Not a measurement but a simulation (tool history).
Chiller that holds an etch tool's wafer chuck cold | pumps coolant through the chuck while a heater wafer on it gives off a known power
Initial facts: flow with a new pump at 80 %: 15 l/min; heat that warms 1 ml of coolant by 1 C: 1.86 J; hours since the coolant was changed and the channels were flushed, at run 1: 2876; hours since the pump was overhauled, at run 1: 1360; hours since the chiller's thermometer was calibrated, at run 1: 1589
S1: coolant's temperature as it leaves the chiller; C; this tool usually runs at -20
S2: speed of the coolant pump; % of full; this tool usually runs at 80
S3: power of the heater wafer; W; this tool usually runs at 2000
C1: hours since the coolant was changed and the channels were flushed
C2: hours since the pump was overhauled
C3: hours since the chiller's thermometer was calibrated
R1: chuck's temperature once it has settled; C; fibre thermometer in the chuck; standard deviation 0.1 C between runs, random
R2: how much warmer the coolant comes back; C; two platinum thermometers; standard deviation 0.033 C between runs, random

{"run": 1, "day": 0.0, "S1": -20, "S2": 80, "S3": 2000, "C1": 2876, "C2": 1360, "C3": 1589, "R1": 7.4, "R2": 4.48}
{"run": 2, "day": 1.142, "S1": -20, "S2": 80, "S3": 2000, "C1": 2904, "C2": 1388, "C3": 1616, "R1": 7.4, "R2": 4.52}
{"run": 3, "day": 2.554, "S1": -20, "S2": 80, "S3": 2000, "C1": 2938, "C2": 1422, "C3": 1650, "R1": 7.3, "R2": 4.54}
{"run": 4, "day": 3.575, "S1": -20, "S2": 80, "S3": 1552, "C1": 2962, "C2": 1446, "C3": 1675, "R1": 1.5, "R2": 3.42}
{"run": 5, "day": 4.696, "S1": -20, "S2": 83, "S3": 1552, "C1": 2989, "C2": 1473, "C3": 1702, "R1": 0.7, "R2": 3.4}
{"run": 6, "day": 5.625, "S1": -20, "S2": 83, "S3": 1552, "C1": 3011, "C2": 1495, "C3": 1724, "R1": 0.8, "R2": 3.39}
{"run": 7, "day": 6.417, "S1": -20, "S2": 83, "S3": 1552, "C1": 3030, "C2": 1514, "C3": 1743, "R1": 0.9, "R2": 3.41}
{"run": 8, "day": 7.354, "S1": -20, "S2": 83, "S3": 1552, "C1": 3053, "C2": 1537, "C3": 1766, "R1": 0.7, "R2": 3.37}
{"run": 9, "day": 8.442, "S1": -20, "S2": 83, "S3": 1552, "C1": 3079, "C2": 1563, "C3": 1792, "R1": 0.6, "R2": 3.42}
{"run": 10, "day": 9.367, "S1": -20, "S2": 65, "S3": 2000, "C1": 3101, "C2": 1585, "C3": 1814, "R1": 12.9, "R2": 5.54}
{"run": 11, "day": 10.75, "S1": -20, "S2": 65, "S3": 2000, "C1": 3134, "C2": 1618, "C3": 1847, "R1": 13.1, "R2": 5.55}
{"run": 12, "day": 12.067, "S1": -20, "S2": 65, "S3": 2000, "C1": 3166, "C2": 1650, "C3": 1879, "R1": 13.1, "R2": 5.56}
{"run": 13, "day": 13.3, "S1": -20, "S2": 65, "S3": 2000, "C1": 3196, "C2": 1679, "C3": 1908, "R1": 13.1, "R2": 5.51}
{"run": 14, "day": 14.638, "S1": -20, "S2": 65, "S3": 2000, "C1": 3228, "C2": 1712, "C3": 1940, "R1": 13.2, "R2": 5.52}
{"run": 15, "day": 15.525, "S1": -20, "S2": 80, "S3": 2000, "C1": 3249, "C2": 1733, "C3": 1962, "R1": 8.2, "R2": 4.61}
{"run": 16, "day": 16.158, "S1": -20, "S2": 74, "S3": 2000, "C1": 3264, "C2": 1748, "C3": 1977, "R1": 10.0, "R2": 4.98}
{"run": 17, "day": 17.033, "S1": -18, "S2": 85, "S3": 2000, "C1": 3285, "C2": 1769, "C3": 1998, "R1": 9.0, "R2": 4.26}
{"run": 18, "day": 18.225, "S1": -17, "S2": 74, "S3": 2000, "C1": 3314, "C2": 1798, "C3": 2026, "R1": 13.2, "R2": 4.89}
{"run": 19, "day": 19.15, "S1": -18, "S2": 74, "S3": 2166, "C1": 3336, "C2": 1820, "C3": 2049, "R1": 14.8, "R2": 5.33}
{"day": 19.458, "done": "coolant pump overhauled"}
{"run": 20, "day": 20.788, "S1": -25, "S2": 80, "S3": 2000, "C1": 3370, "C2": 32, "C3": 2083, "R1": 3.8, "R2": 4.66}
{"run": 21, "day": 21.512, "S1": -25, "S2": 80, "S3": 2000, "C1": 3388, "C2": 49, "C3": 2100, "R1": 3.9, "R2": 4.69}
{"run": 22, "day": 22.638, "S1": -20, "S2": 61, "S3": 1335, "C1": 3415, "C2": 76, "C3": 2127, "R1": 4.4, "R2": 4.05}
{"run": 23, "day": 23.967, "S1": -20, "S2": 61, "S3": 1335, "C1": 3447, "C2": 108, "C3": 2159, "R1": 4.3, "R2": 4.08}
{"run": 24, "day": 24.842, "S1": -15, "S2": 100, "S3": 1067, "C1": 3468, "C2": 129, "C3": 2180, "R1": -1.7, "R2": 1.97}
{"day": 25.271, "done": "coolant pump overhauled, once more"}
{"run": 25, "day": 25.717, "S1": -16, "S2": 87, "S3": 1067, "C1": 3484, "C2": 11, "C3": 2196, "R1": -2.3, "R2": 2.09}
{"run": 26, "day": 26.612, "S1": -16, "S2": 87, "S3": 1067, "C1": 3505, "C2": 32, "C3": 2218, "R1": -2.3, "R2": 2.12}
{"run": 27, "day": 27.838, "S1": -16, "S2": 87, "S3": 1067, "C1": 3535, "C2": 62, "C3": 2247, "R1": -2.3, "R2": 2.1}
{"run": 28, "day": 28.7, "S1": -18, "S2": 96, "S3": 2707, "C1": 3555, "C2": 82, "C3": 2268, "R1": 13.9, "R2": 4.86}
{"run": 29, "day": 29.325, "S1": -18, "S2": 96, "S3": 2707, "C1": 3570, "C2": 97, "C3": 2283, "R1": 13.8, "R2": 4.93}
{"run": 30, "day": 30.075, "S1": -18, "S2": 66, "S3": 2221, "C1": 3588, "C2": 115, "C3": 2301, "R1": 17.4, "R2": 5.77}
{"run": 31, "day": 31.092, "S1": -23, "S2": 80, "S3": 2000, "C1": 3613, "C2": 140, "C3": 2325, "R1": 4.4, "R2": 4.28}
{"run": 32, "day": 32.388, "S1": -21, "S2": 91, "S3": 2590, "C1": 3644, "C2": 171, "C3": 2356, "R1": 10.9, "R2": 4.94}

Consider 4 possible next runs. They are alternatives, not a sequence: every one starts from the tool as it was left by run 32. What does each give?
{"run": "A", "day": 33.371, "S1": -20, "S2": 80, "S3": 1327, "C1": 3667, "C2": 194, "C3": 2380, "R1": "?", "R2": "?"}
{"run": "B", "day": 33.371, "S1": -12, "S2": 64, "S3": 1325, "C1": 3667, "C2": 194, "C3": 2380, "R1": "?", "R2": "?"}
{"run": "C", "day": 33.371, "S1": -26, "S2": 80, "S3": 2435, "C1": 3667, "C2": 194, "C3": 2380, "R1": "?", "R2": "?"}
{"run": "D", "day": 33.371, "S1": -19, "S2": 93, "S3": 1752, "C1": 3667, "C2": 194, "C3": 2380, "R1": "?", "R2": "?"}

run=A R1=-1.7 R2=2.82
run=B R1=10.1 R2=3.57
run=C R1=7.4 R2=5.31
run=D R1=2.4 R2=3.28
The same runs, with their run-to-run variation unchanged, on a tool lacking any hidden condition would have given:
run=A R1=-5.2 R2=2.81
run=B R1=5.9 R2=3.55
run=C R1=1.2 R2=5.28
run=D R1=-1.6 R2=3.26

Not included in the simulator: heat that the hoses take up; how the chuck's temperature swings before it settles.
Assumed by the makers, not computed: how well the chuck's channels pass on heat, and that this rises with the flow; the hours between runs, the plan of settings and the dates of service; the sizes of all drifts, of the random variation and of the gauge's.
